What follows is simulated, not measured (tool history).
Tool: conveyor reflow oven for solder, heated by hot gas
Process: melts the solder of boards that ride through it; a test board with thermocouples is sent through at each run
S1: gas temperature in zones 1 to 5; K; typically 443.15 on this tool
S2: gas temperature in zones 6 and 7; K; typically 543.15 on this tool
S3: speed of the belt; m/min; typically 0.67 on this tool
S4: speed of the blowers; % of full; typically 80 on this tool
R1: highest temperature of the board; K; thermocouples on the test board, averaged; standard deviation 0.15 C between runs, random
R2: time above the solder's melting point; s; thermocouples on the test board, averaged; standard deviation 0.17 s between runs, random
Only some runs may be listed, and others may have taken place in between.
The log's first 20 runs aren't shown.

{"run": 21, "day": 19.183, "S1": 443.15, "S2": 543.15, "S3": 0.67, "S4": 61, "R1": 530.85, "R2": 57.2}
{"run": 22, "day": 20.417, "S1": 456.15, "S2": 546.15, "S3": 0.693, "S4": 72, "R1": 536.05, "R2": 62.7}
{"run": 23, "day": 21.617, "S1": 443.15, "S2": 539.15, "S3": 0.611, "S4": 80, "R1": 532.45, "R2": 65.1}
{"run": 24, "day": 22.608, "S1": 443.15, "S2": 538.15, "S3": 0.67, "S4": 80, "R1": 529.05, "R2": 57}
{"run": 25, "day": 23.258, "S1": 443.15, "S2": 543.15, "S3": 0.667, "S4": 80, "R1": 533.75, "R2": 60}
{"run": 26, "day": 23.942, "S1": 440.15, "S2": 543.15, "S3": 0.709, "S4": 80, "R1": 531.55, "R2": 54.1}
{"day": 24.142, "done": "thermocouples of zones 6 and 7 changed"}
{"run": 27, "day": 25.046, "S1": 443.15, "S2": 543.15, "S3": 0.626, "S4": 80, "R1": 532.95, "R2": 63.8}
{"run": 28, "day": 26.138, "S1": 433.15, "S2": 551.15, "S3": 0.565, "S4": 67, "R1": 540.45, "R2": 72.3}
{"run": 29, "day": 27.417, "S1": 433.15, "S2": 551.15, "S3": 0.565, "S4": 67, "R1": 540.55, "R2": 71.9}
{"run": 30, "day": 28.446, "S1": 430.15, "S2": 543.15, "S3": 0.657, "S4": 80, "R1": 530.05, "R2": 55}

What if the next run were any one of these 4? Each begins from the tool's condition after run 30:
{"run": "A", "day": 29.304, "S1": 430.15, "S2": 543.15, "S3": 0.771, "S4": 82, "R1": "?", "R2": "?"}
{"run": "B", "day": 29.304, "S1": 430.15, "S2": 531.15, "S3": 0.565, "S4": 80, "R1": "?", "R2": "?"}
{"run": "C", "day": 29.304, "S1": 430.15, "S2": 547.15, "S3": 0.657, "S4": 59, "R1": "?", "R2": "?"}
{"run": "D", "day": 29.304, "S1": 447.15, "S2": 543.15, "S3": 0.657, "S4": 80, "R1": "?", "R2": "?"}

run=A R1=524.35 R2=42.5
run=B R1=522.65 R2=60.8
run=C R1=530.15 R2=54.1
run=D R1=531.85 R2=61.2
Without the tool's unlogged condition, the same runs would have read:
run=A R1=525.35 R2=42.4
run=B R1=523.15 R2=60.2
run=C R1=530.65 R2=53.2
run=D R1=532.35 R2=60.2

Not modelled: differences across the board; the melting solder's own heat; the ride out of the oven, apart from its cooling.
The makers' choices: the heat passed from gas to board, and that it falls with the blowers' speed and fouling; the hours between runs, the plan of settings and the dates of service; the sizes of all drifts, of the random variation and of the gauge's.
